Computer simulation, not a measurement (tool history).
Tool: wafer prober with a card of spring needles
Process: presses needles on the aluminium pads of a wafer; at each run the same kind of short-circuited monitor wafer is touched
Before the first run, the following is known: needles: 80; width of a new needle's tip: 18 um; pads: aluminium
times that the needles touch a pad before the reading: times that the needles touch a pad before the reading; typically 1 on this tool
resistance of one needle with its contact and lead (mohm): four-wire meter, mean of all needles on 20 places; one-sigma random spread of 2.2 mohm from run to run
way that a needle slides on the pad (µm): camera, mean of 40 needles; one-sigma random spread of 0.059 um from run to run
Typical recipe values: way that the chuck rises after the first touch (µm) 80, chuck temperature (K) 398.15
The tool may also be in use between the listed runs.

| run | hour | way that the chuck rises after the first touch (µm) | chuck temperature (K) | times that the needles touch a pad before the reading | resistance of one needle with its contact and lead (mohm) | way that a needle slides on the pad (µm) |
|---|---|---|---|---|---|---|
| 1 | 0 | 80 | 398.15 | 1 | 271 | 19.73 |
|  | 3.1 | tips cleaned on abrasive film |
|  | 8.3 | tips cleaned on abrasive film |
|  | 13.5 | tips cleaned on abrasive film |
|  | 18.7 | tips cleaned on abrasive film |
|  | 22.8 | tips cleaned on abrasive film |
|  | 27 | tips cleaned on abrasive film |
|  | 32.2 | tips cleaned on abrasive film |
|  | 36.3 | tips cleaned on abrasive film |
|  | 41.5 | tips cleaned on abrasive film |
|  | 46.7 | tips cleaned on abrasive film |
|  | 51.9 | tips cleaned on abrasive film |
|  | 57 | tips cleaned on abrasive film |
|  | 62.2 | tips cleaned on abrasive film |
|  | 67.4 | tips cleaned on abrasive film |
|  | 72.6 | tips cleaned on abrasive film |
|  | 77.7 | tips cleaned on abrasive film |
|  | 82.1 | tips cleaned on abrasive film |
| 2 | 82.1 | 80 | 398.15 | 1 | 258 | 19.34 |
|  | 87.2 | tips cleaned on abrasive film |
|  | 91.4 | tips cleaned on abrasive film |
|  | 96.6 | tips cleaned on abrasive film |
|  | 101.8 | tips cleaned on abrasive film |
|  | 106.9 | tips cleaned on abrasive film |
|  | 111.1 | tips cleaned on abrasive film |
|  | 115.3 | tips cleaned on abrasive film |
|  | 120.4 | tips cleaned on abrasive film |
|  | 124.6 | tips cleaned on abrasive film |
|  | 129.8 | tips cleaned on abrasive film |
| 3 | 133.1 | 80 | 398.15 | 1 | 286 | 19.11 |
|  | 134.3 | tips cleaned on abrasive film |
|  | 139.4 | tips cleaned on abrasive film |
|  | 144.6 | tips cleaned on abrasive film |
|  | 148.8 | tips cleaned on abrasive film |
|  | 152.9 | tips cleaned on abrasive film |
|  | 157.1 | tips cleaned on abrasive film |
|  | 162.3 | tips cleaned on abrasive film |
|  | 166.4 | tips cleaned on abrasive film |
| 4 | 170.2 | 80 | 398.15 | 1 | 289 | 19.04 |
|  | 171.3 | tips cleaned on abrasive film |
|  | 175.4 | tips cleaned on abrasive film |
|  | 179.6 | tips cleaned on abrasive film |
|  | 183.8 | tips cleaned on abrasive film |
|  | 188.9 | tips cleaned on abrasive film |
|  | 193.1 | tips cleaned on abrasive film |
|  | 198.3 | tips cleaned on abrasive film |
|  | 202.4 | tips cleaned on abrasive film |
|  | 206.6 | tips cleaned on abrasive film |
|  | 211.8 | tips cleaned on abrasive film |
| 5 | 214 | 63 | 398.15 | 1 | 299 | 14.65 |
|  | 216.1 | tips cleaned on abrasive film |
|  | 220.2 | tips cleaned on abrasive film |
|  | 224.4 | tips cleaned on abrasive film |
|  | 228.6 | tips cleaned on abrasive film |
|  | 233.7 | tips cleaned on abrasive film |
|  | 238.9 | tips cleaned on abrasive film |
|  | 244.1 | tips cleaned on abrasive film |
|  | 248.4 | height of the first contact set anew |
|  | 249.6 | tips cleaned on abrasive film |
|  | 253.7 | tips cleaned on abrasive film |
|  | 258.9 | tips cleaned on abrasive film |
|  | 264.1 | tips cleaned on abrasive film |
|  | 269.3 | tips cleaned on abrasive film |
|  | 273.4 | tips cleaned on abrasive film |
| 6 | 276.4 | 63 | 398.15 | 1 | 306 | 15.41 |
|  | 278.5 | tips cleaned on abrasive film |
|  | 282.7 | tips cleaned on abrasive film |
|  | 287.9 | tips cleaned on abrasive film |
|  | 293.1 | tips cleaned on abrasive film |
|  | 298.2 | tips cleaned on abrasive film |
|  | 303.4 | tips cleaned on abrasive film |
|  | 307.6 | tips cleaned on abrasive film |
|  | 312.7 | tips cleaned on abrasive film |
|  | 316.9 | tips cleaned on abrasive film |
|  | 321.1 | tips cleaned on abrasive film |
| 7 | 324.9 | 80 | 397.15 | 1 | 291 | 19.39 |
|  | 326 | tips cleaned on abrasive film |
|  | 331.2 | tips cleaned on abrasive film |
|  | 336.4 | tips cleaned on abrasive film |
|  | 340.5 | tips cleaned on abrasive film |
|  | 345.7 | tips cleaned on abrasive film |
|  | 349.9 | tips cleaned on abrasive film |
|  | 355 | tips cleaned on abrasive film |
|  | 359.2 | tips cleaned on abrasive film |
|  | 364.4 | tips cleaned on abrasive film |
|  | 368.5 | tips cleaned on abrasive film |
|  | 373.7 | tips cleaned on abrasive film |
| 8 | 374.2 | 80 | 397.15 | 1 | 262 | 19.19 |
|  | 378.4 | tips cleaned on abrasive film |
|  | 382.5 | tips cleaned on abrasive film |
|  | 386.7 | tips cleaned on abrasive film |
|  | 391.9 | tips cleaned on abrasive film |
|  | 396 | tips cleaned on abrasive film |
|  | 401.2 | tips cleaned on abrasive film |
|  | 406.4 | tips cleaned on abrasive film |
|  | 410.5 | tips cleaned on abrasive film |
|  | 415.7 | tips cleaned on abrasive film |
|  | 419.9 | tips cleaned on abrasive film |
|  | 424 | tips cleaned on abrasive film |
|  | 429.2 | tips cleaned on abrasive film |
|  | 433.4 | tips cleaned on abrasive film |
|  | 438.5 | tips cleaned on abrasive film |
|  | 443.7 | tips cleaned on abrasive film |
| 9 | 446.4 | 80 | 388.15 | 2 | 270 | 18.83 |
|  | 448.5 | tips cleaned on abrasive film |
|  | 452.7 | tips cleaned on abrasive film |
|  | 457.9 | tips cleaned on abrasive film |
|  | 462 | tips cleaned on abrasive film |
|  | 466.2 | tips cleaned on abrasive film |
|  | 471.4 | tips cleaned on abrasive film |
|  | 475.5 | tips cleaned on abrasive film |
|  | 479.7 | tips cleaned on abrasive film |
|  | 483.8 | tips cleaned on abrasive film |
|  | 489 | tips cleaned on abrasive film |
|  | 493.2 | tips cleaned on abrasive film |
|  | 498.4 | tips cleaned on abrasive film |
| 10 | 502.4 | 94 | 398.15 | 2 | 275 | 22.11 |
|  | 503.5 | tips cleaned on abrasive film |
|  | 506.9 | height of the first contact set anew |
|  | 508 | tips cleaned on abrasive film |
|  | 512.1 | tips cleaned on abrasive film |
|  | 517.3 | tips cleaned on abrasive film |
|  | 521.5 | tips cleaned on abrasive film |
|  | 526.7 | tips cleaned on abrasive film |
|  | 531.8 | tips cleaned on abrasive film |
|  | 536 | tips cleaned on abrasive film |
|  | 541.2 | tips cleaned on abrasive film |
|  | 546.3 | tips cleaned on abrasive film |
| 11 | 548.3 | 61 | 307.15 | 1 | 279 | 14.86 |
|  | 551.5 | tips cleaned on abrasive film |
|  | 556.6 | tips cleaned on abrasive film |
|  | 561.8 | tips cleaned on abrasive film |
|  | 566 | tips cleaned on abrasive film |
|  | 570.1 | tips cleaned on abrasive film |
|  | 574.3 | tips cleaned on abrasive film |
|  | 579.5 | tips cleaned on abrasive film |
|  | 583.6 | tips cleaned on abrasive film |
|  | 588.8 | tips cleaned on abrasive film |
|  | 594 | tips cleaned on abrasive film |
|  | 599.2 | tips cleaned on abrasive film |
|  | 603.3 | tips cleaned on abrasive film |
|  | 608.5 | tips cleaned on abrasive film |
|  | 613.7 | tips cleaned on abrasive film |
|  | 617.8 | tips cleaned on abrasive film |
|  | 623 | tips cleaned on abrasive film |
|  | 627.2 | tips cleaned on abrasive film |
|  | 632.3 | tips cleaned on abrasive film |
| 12 | 635.2 | 64 | 398.15 | 2 | 294 | 15.23 |
|  | 637.3 | tips cleaned on abrasive film |
|  | 642.5 | tips cleaned on abrasive film |
|  | 647.7 | tips cleaned on abrasive film |
|  | 652.8 | tips cleaned on abrasive film |
|  | 657 | tips cleaned on abrasive film |
|  | 662.2 | tips cleaned on abrasive film |
|  | 667.4 | tips cleaned on abrasive film |
|  | 672.5 | tips cleaned on abrasive film |
|  | 677.7 | tips cleaned on abrasive film |
| 13 | 678.3 | 64 | 398.15 | 2 | 268 | 15.05 |
|  | 682.5 | tips cleaned on abrasive film |
|  | 687.7 | tips cleaned on abrasive film |
|  | 691.8 | tips cleaned on abrasive film |
|  | 696 | tips cleaned on abrasive film |
|  | 701.2 | tips cleaned on abrasive film |
|  | 705.3 | tips cleaned on abrasive film |
|  | 709.5 | tips cleaned on abrasive film |
|  | 714.7 | tips cleaned on abrasive film |
|  | 718.8 | tips cleaned on abrasive film |
|  | 724 | tips cleaned on abrasive film |
|  | 728.2 | tips cleaned on abrasive film |
|  | 733.3 | tips cleaned on abrasive film |
| 14 | 735 | 62 | 398.15 | 2 | 283 | 14.26 |
|  | 738.1 | tips cleaned on abrasive film |
|  | 742.3 | tips cleaned on abrasive film |
|  | 747.5 | tips cleaned on abrasive film |
|  | 751.6 | tips cleaned on abrasive film |
|  | 756.8 | tips cleaned on abrasive film |
|  | 761 | tips cleaned on abrasive film |
|  | 765.3 | height of the first contact set anew |
|  | 766.4 | tips cleaned on abrasive film |
|  | 770.6 | tips cleaned on abrasive film |
| 15 | 773.4 | 62 | 398.15 | 2 | 295 | 15.29 |

What if the next run were any one of these 4? Each begins from the tool's condition after run 15:
|  | 775.5 | tips cleaned on abrasive film |
|  | 779.7 | tips cleaned on abrasive film |
|  | 784.8 | tips cleaned on abrasive film |
|  | 789 | tips cleaned on abrasive film |
|  | 793.2 | tips cleaned on abrasive film |
|  | 798.3 | tips cleaned on abrasive film |
|  | 802.5 | tips cleaned on abrasive film |
|  | 807.7 | tips cleaned on abrasive film |
|  | 812.9 | tips cleaned on abrasive film |
|  | 817 | tips cleaned on abrasive film |
| A | 820.8 | 87 | 374.15 | 2 | ? | ? |
|  | 775.5 | tips cleaned on abrasive film |
|  | 779.7 | tips cleaned on abrasive film |
|  | 784.8 | tips cleaned on abrasive film |
|  | 789 | tips cleaned on abrasive film |
|  | 793.2 | tips cleaned on abrasive film |
|  | 798.3 | tips cleaned on abrasive film |
|  | 802.5 | tips cleaned on abrasive film |
|  | 807.7 | tips cleaned on abrasive film |
|  | 812.9 | tips cleaned on abrasive film |
|  | 817 | tips cleaned on abrasive film |
| B | 820.8 | 63 | 315.15 | 3 | ? | ? |
|  | 775.5 | tips cleaned on abrasive film |
|  | 779.7 | tips cleaned on abrasive film |
|  | 784.8 | tips cleaned on abrasive film |
|  | 789 | tips cleaned on abrasive film |
|  | 793.2 | tips cleaned on abrasive film |
|  | 798.3 | tips cleaned on abrasive film |
|  | 802.5 | tips cleaned on abrasive film |
|  | 807.7 | tips cleaned on abrasive film |
|  | 812.9 | tips cleaned on abrasive film |
|  | 817 | tips cleaned on abrasive film |
| C | 820.8 | 95 | 381.15 | 1 | ? | ? |
|  | 775.5 | tips cleaned on abrasive film |
|  | 779.7 | tips cleaned on abrasive film |
|  | 784.8 | tips cleaned on abrasive film |
|  | 789 | tips cleaned on abrasive film |
|  | 793.2 | tips cleaned on abrasive film |
|  | 798.3 | tips cleaned on abrasive film |
|  | 802.5 | tips cleaned on abrasive film |
|  | 807.7 | tips cleaned on abrasive film |
|  | 812.9 | tips cleaned on abrasive film |
|  | 817 | tips cleaned on abrasive film |
| D | 820.8 | 79 | 346.15 | 2 | ? | ? |

| run | resistance of one needle with its contact and lead (mohm) | way that a needle slides on the pad (µm) |
|---|---|---|
| A | 274 | 21.26 |
| B | 265 | 15.31 |
| C | 281 | 23.25 |
| D | 275 | 19.17 |
Take away the tool's hidden state, keep each run's random variation, and the runs would have read:
| run | resistance of one needle with its contact and lead (mohm) | way that a needle slides on the pad (µm) |
|---|---|---|
| A | 246 | 21.49 |
| B | 232 | 15.54 |
| C | 242 | 23.48 |
| D | 241 | 19.4 |
